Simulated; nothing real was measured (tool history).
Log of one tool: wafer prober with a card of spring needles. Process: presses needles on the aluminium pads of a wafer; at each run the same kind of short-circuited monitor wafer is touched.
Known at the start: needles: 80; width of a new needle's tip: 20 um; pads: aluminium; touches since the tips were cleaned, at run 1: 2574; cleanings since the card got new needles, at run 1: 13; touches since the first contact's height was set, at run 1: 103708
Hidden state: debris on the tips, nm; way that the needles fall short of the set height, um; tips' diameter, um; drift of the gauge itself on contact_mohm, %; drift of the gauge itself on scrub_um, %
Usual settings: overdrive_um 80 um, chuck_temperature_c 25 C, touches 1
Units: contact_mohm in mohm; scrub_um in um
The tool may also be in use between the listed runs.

run	day	overdrive_um	chuck_temperature_c	touches	touches since the tips were cleaned	cleanings since the card got new needles	touches since the first contact's height was set	contact_mohm	scrub_um
1	0	80	25	1	2574	13	103708	124	15.5
2	0.396	80	25	1	4916	13	106050	130	15.5
# day 0.725: tips cleaned on abrasive film
3	0.792	80	25	1	372	14	108369	110	15.51
4	1.096	80	25	1	2195	14	110192	121	15.48
5	1.738	80	25	1	6006	14	114003	133	15.5
# day 1.917: tips cleaned on abrasive film
6	2.467	93	25	1	3255	15	118283	121	18.02
7	3.021	80	89	1	6551	15	121579	138	15.48
# day 3.1: tips cleaned on abrasive film
# day 3.275: height of the first contact set anew
8	3.496	80	48	1	2274	16	1309	123	15.76
9	3.862	80	48	2	4440	16	3475	121	15.77
# day 4.3: tips cleaned on abrasive film
10	4.504	80	66	2	1224	17	7272	115	15.8
11	4.983	80	66	2	4057	17	10105	122	15.73
# day 5.467: tips cleaned on abrasive film
12	5.658	80	66	2	1153	18	14102	114	15.73
13	5.954	80	66	2	2901	18	15850	117	15.75
14	6.475	80	66	2	5980	18	18929	124	15.76
# day 6.642: tips cleaned on abrasive film
15	6.933	80	66	2	1733	19	21634	115	15.71
16	7.383	84	32	2	4408	19	24309	118	16.48
# day 7.8: tips cleaned on abrasive film
17	8.008	73	25	1	1221	20	27980	118	14.33
18	8.45	80	25	2	3840	20	30599	116	15.72
19	8.771	77	25	2	5739	20	32498	123	15.08
# day 8.971: tips cleaned on abrasive film
20	9.292	88	38	1	1925	21	35586	118	17.25
21	9.871	80	34	1	5352	21	39013	131	15.67
# day 10.142: tips cleaned on abrasive film
22	10.542	80	34	1	2389	22	42973	122	15.65
23	10.962	82	25	2	4889	22	45473	118	16.05
# day 11.321: tips cleaned on abrasive film
24	11.688	68	25	2	2169	23	49745	116	13.28
25	12.054	66	38	1	4342	23	51918	140	12.88
26	12.388	68	76	1	6315	23	53891	145	13.28
# day 12.508: tips cleaned on abrasive film
27	12.912	68	54	3	2397	24	56989	114	13.27
28	13.467	68	54	3	5688	24	60280	121	13.26
# day 13.688: tips cleaned on abrasive film
29	13.812	94	71	1	731	25	62297	114	18.37

Forecast each of these 5 alternatives for the next run:
A	14.279	75	71	1	3494	25	65060	?	?
B	14.279	94	44	3	3494	25	65060	?	?
C	14.279	94	31	1	3494	25	65060	?	?
D	14.279	80	112	1	3494	25	65060	?	?
E	14.279	64	25	1	3494	25	65060	?	?

run	contact_mohm	scrub_um
A	130	14.62
B	110	18.34
C	120	18.34
D	132	15.58
E	136	12.47
Without the tool's hidden state the same runs would have given:
run	contact_mohm	scrub_um
A	107	14.79
B	104	18.51
C	102	18.51
D	112	15.75
E	104	12.64

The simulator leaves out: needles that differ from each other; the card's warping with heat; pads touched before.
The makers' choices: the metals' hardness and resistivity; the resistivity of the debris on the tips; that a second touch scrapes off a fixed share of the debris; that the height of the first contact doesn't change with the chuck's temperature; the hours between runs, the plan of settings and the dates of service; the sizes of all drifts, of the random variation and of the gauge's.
